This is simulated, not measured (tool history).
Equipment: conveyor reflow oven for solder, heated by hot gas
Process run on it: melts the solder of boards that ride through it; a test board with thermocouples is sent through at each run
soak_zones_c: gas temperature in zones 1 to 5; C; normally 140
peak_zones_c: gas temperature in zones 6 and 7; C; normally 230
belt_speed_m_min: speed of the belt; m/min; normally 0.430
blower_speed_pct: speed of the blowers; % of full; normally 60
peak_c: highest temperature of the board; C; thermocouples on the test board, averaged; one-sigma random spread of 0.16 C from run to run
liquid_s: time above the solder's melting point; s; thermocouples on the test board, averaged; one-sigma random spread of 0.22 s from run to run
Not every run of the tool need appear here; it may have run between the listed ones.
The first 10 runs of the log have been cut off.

run,hour,soak_zones_c,peak_zones_c,belt_speed_m_min,blower_speed_pct,peak_c,liquid_s
11,498.2,140,230,0.430,60,208.3,63.7
# hour 506.1: flux residue cleaned out of gas plates and filters
12,533.0,140,230,0.349,60,215.2,91.8
13,563.3,140,230,0.349,60,214.7,91.9
# hour 584.5: thermocouples of zones 6 and 7 changed
# hour 599.6: belt drive overhauled, speed set with a stopwatch
14,599.6,140,230,0.349,60,217.4,92.5
15,639.6,140,237,0.430,60,216.5,72.7
16,670.8,152,237,0.430,54,217.6,79.4
17,735.2,152,237,0.430,54,217.5,79.1
18,784.4,152,237,0.430,54,217.3,79.0
19,815.7,152,220,0.456,54,201.6,54.6
# hour 835.0: flux residue cleaned out of gas plates and filters
20,850.0,152,220,0.456,54,202.2,55.8
21,896.3,140,236,0.459,60,213.4,64.2
22,965.7,140,236,0.459,60,213.2,64.0
23,998.5,140,224,0.403,60,207.5,67.6
24,1054.5,140,224,0.403,60,207.2,67.1
25,1119.1,147,230,0.465,66,210.5,63.6
# hour 1158.1: flux residue cleaned out of gas plates and filters
26,1182.0,128,223,0.493,59,196.7,32.8
27,1210.1,148,229,0.493,59,206.7,55.5
28,1254.0,142,235,0.421,60,215.5,74.5
29,1285.2,126,230,0.399,60,210.0,65.2
30,1320.2,140,229,0.430,55,207.7,62.6

Below are 4 alternative next runs, each starting from the tool's condition after run 30. Predict each:
A,1370.7,146,230,0.483,60,?,?
B,1370.7,140,227,0.361,69,?,?
C,1370.7,140,242,0.430,55,?,?
D,1370.7,140,231,0.430,55,?,?

run,peak_c,liquid_s
A,207.5,56.8
B,214.5,87.2
C,218.1,74.8
D,209.3,64.4
Without the tool's unlogged condition, the same runs would have read:
run,peak_c,liquid_s
A,208.3,57.2
B,215.4,87.1
C,218.9,74.7
D,210.1,64.6
